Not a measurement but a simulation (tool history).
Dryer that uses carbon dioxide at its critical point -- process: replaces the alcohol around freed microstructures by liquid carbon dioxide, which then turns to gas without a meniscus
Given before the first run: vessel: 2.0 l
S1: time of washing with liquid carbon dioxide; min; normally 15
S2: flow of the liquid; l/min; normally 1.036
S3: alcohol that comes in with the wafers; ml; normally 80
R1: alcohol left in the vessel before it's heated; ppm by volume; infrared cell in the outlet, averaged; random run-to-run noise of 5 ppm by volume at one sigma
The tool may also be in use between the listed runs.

run   hour  S1     S2   S3   R1
  1      0  15  1.036   80   47
  2    8.9  15  1.036   80   51
  3   28.2  15  1.036   80   50
  4   48.8  20  1.036   80   26
  5   63.1  20  1.036   80   25
  6     76  20  1.036   80   30
  7   93.8  20  1.036   80   32
  8  105.2  20  1.036   80   33
  9  114.2  16   1.18   80   35
 10  128.2  14   0.84   53  135
 11  146.4  21    1.4   59   32
 12  160.1  21    1.4   59   29
 13  180.4  20    0.7  107  117
 14  198.8  20    0.7   36   59
 15  217.6  17   0.63   43  186

For each run, the measured value with the value that run would have given without the tool's hidden condition subtracted. The run-to-run variation is shared by both, the gauge scatter possibly not:
Hidden state at play: flow that reaches the vessel past the clogged filter, %; alcohol in the recycled carbon dioxide, ppm; drift of the gauge itself on alcohol_ppm, %.
run   R1
  1  +28
  2  +28
  3  +29
  4  +24
  5  +25
  6  +26
  7  +28
  8  +27
  9  +29
 10  +57
 11  +27
 12  +29
 13  +57
 14  +41
 15  +79

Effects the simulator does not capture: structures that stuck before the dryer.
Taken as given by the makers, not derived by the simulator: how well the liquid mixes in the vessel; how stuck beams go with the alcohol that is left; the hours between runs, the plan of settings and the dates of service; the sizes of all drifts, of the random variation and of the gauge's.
